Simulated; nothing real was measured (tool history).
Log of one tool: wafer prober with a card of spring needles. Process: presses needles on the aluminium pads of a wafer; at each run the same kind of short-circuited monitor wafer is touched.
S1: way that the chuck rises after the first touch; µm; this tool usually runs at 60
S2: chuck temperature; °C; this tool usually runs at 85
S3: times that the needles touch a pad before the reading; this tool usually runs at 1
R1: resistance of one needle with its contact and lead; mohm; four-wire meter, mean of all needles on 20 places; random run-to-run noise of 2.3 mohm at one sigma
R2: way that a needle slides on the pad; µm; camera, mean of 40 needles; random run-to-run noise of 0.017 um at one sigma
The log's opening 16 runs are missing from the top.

| run | day | S1 | S2 | S3 | R1 | R2 |
|---|---|---|---|---|---|---|
|  | 11.150 | tips cleaned on abrasive film |
| 17 | 11.262 | 60 | 85 | 1 | 319 | 12.74 |
| 18 | 12.038 | 60 | 85 | 1 | 421 | 12.73 |
|  | 12.088 | tips cleaned on abrasive film |
| 19 | 12.688 | 60 | 85 | 1 | 402 | 12.71 |
|  | 13.025 | tips cleaned on abrasive film |
| 20 | 13.454 | 45 | 85 | 2 | 395 | 9.48 |
|  | 13.958 | tips cleaned on abrasive film |
| 21 | 14.367 | 45 | 85 | 1 | 480 | 9.45 |
|  | 14.908 | tips cleaned on abrasive film |
| 22 | 15.142 | 45 | 85 | 1 | 422 | 9.48 |
|  | 15.854 | tips cleaned on abrasive film |
| 23 | 15.942 | 44 | 29 | 2 | 302 | 9.22 |
| 24 | 16.596 | 44 | 113 | 2 | 434 | 9.22 |
|  | 16.758 | tips cleaned on abrasive film |
| 25 | 17.038 | 44 | 113 | 2 | 385 | 9.20 |
|  | 17.342 | height of the first contact set anew |
|  | 17.700 | tips cleaned on abrasive film |
| 26 | 17.775 | 72 | 64 | 1 | 279 | 15.28 |
| 27 | 18.583 | 77 | 38 | 1 | 358 | 16.34 |
|  | 18.650 | tips cleaned on abrasive film |
| 28 | 19.112 | 41 | 38 | 2 | 435 | 8.71 |
|  | 19.583 | tips cleaned on abrasive film |
| 29 | 19.625 | 54 | 30 | 3 | 263 | 11.46 |
| 30 | 20.433 | 70 | 124 | 2 | 339 | 14.83 |
|  | 20.492 | tips cleaned on abrasive film |
| 31 | 21.254 | 42 | 117 | 2 | 457 | 8.84 |
|  | 21.417 | tips cleaned on abrasive film |
| 32 | 21.779 | 42 | 99 | 2 | 403 | 8.82 |
|  | 22.346 | tips cleaned on abrasive film |
| 33 | 22.671 | 42 | 99 | 2 | 407 | 8.81 |

Branching from run 33: 3 alternative next runs. What would each branch give?
| A | 23.104 | 75 | 85 | 3 | ? | ? |
| B | 23.104 | 40 | 85 | 1 | ? | ? |
| C | 23.104 | 54 | 85 | 1 | ? | ? |

| run | R1 | R2 |
|---|---|---|
| A | 302 | 15.82 |
| B | 618 | 8.41 |
| C | 467 | 11.36 |
Had the tool no hidden state, the same runs would have come out as:
| run | R1 | R2 |
|---|---|---|
| A | 262 | 15.95 |
| B | 276 | 8.53 |
| C | 270 | 11.49 |

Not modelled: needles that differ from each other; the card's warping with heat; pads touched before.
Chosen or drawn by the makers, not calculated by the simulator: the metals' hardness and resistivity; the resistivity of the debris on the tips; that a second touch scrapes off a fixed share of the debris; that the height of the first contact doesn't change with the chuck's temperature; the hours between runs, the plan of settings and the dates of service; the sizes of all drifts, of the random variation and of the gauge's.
